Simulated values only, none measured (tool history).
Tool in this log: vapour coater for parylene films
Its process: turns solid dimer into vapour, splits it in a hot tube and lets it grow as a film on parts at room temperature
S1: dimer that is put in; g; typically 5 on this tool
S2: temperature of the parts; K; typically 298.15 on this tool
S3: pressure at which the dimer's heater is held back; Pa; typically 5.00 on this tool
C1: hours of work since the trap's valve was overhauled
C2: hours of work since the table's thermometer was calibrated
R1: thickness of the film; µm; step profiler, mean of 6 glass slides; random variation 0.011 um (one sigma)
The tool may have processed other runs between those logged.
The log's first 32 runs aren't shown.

{"run": 33, "hour": 393.4, "S1": 5, "S2": 308.15, "S3": 4.05, "C1": 210, "C2": 484, "R1": 0.73}
{"run": 34, "hour": 410.9, "S1": 5, "S2": 308.15, "S3": 4.05, "C1": 219, "C2": 493, "R1": 0.7}
{"run": 35, "hour": 422.1, "S1": 2, "S2": 298.15, "S3": 2.0, "C1": 225, "C2": 499, "R1": 0.45}
{"run": 36, "hour": 433.1, "S1": 7, "S2": 298.15, "S3": 2.0, "C1": 230, "C2": 504, "R1": 1.63}
{"hour": 446.4, "done": "trap's valve overhauled"}
{"run": 37, "hour": 452.2, "S1": 7, "S2": 298.15, "S3": 2.0, "C1": 3, "C2": 512, "R1": 1.83}
{"run": 38, "hour": 467.3, "S1": 2, "S2": 295.15, "S3": 2.09, "C1": 11, "C2": 520, "R1": 0.58}
{"run": 39, "hour": 483.7, "S1": 8, "S2": 297.15, "S3": 5.0, "C1": 19, "C2": 528, "R1": 1.9}
{"run": 40, "hour": 493.6, "S1": 5, "S2": 299.15, "S3": 6.06, "C1": 24, "C2": 533, "R1": 1.07}
{"run": 41, "hour": 501.5, "S1": 5, "S2": 291.15, "S3": 6.06, "C1": 28, "C2": 537, "R1": 1.44}
{"run": 42, "hour": 514.6, "S1": 6, "S2": 298.15, "S3": 5.0, "C1": 34, "C2": 543, "R1": 1.35}
{"run": 43, "hour": 531.7, "S1": 6, "S2": 298.15, "S3": 5.0, "C1": 43, "C2": 552, "R1": 1.36}
{"run": 44, "hour": 547.0, "S1": 6, "S2": 298.15, "S3": 5.0, "C1": 51, "C2": 560, "R1": 1.34}
{"run": 45, "hour": 557.9, "S1": 8, "S2": 293.15, "S3": 9.96, "C1": 56, "C2": 565, "R1": 1.96}
{"run": 46, "hour": 573.5, "S1": 2, "S2": 290.15, "S3": 9.27, "C1": 64, "C2": 573, "R1": 0.55}
{"run": 47, "hour": 583.3, "S1": 2, "S2": 294.15, "S3": 4.24, "C1": 69, "C2": 578, "R1": 0.54}
{"run": 48, "hour": 595.6, "S1": 5, "S2": 298.15, "S3": 4.76, "C1": 75, "C2": 584, "R1": 1.08}

Predict each of these 3 candidate next runs independently; none follows another, all start after run 48:
{"run": "A", "hour": 607.7, "S1": 3, "S2": 293.15, "S3": 2.1, "C1": 81, "C2": 590, "R1": "?"}
{"run": "B", "hour": 607.7, "S1": 3, "S2": 301.15, "S3": 5.0, "C1": 81, "C2": 590, "R1": "?"}
{"run": "C", "hour": 607.7, "S1": 5, "S2": 290.15, "S3": 4.76, "C1": 81, "C2": 590, "R1": "?"}

run=A R1=0.91
run=B R1=0.61
run=C R1=1.49
What these runs would have given with no unlogged condition in the tool:
run=A R1=0.95
run=B R1=0.64
run=C R1=1.57
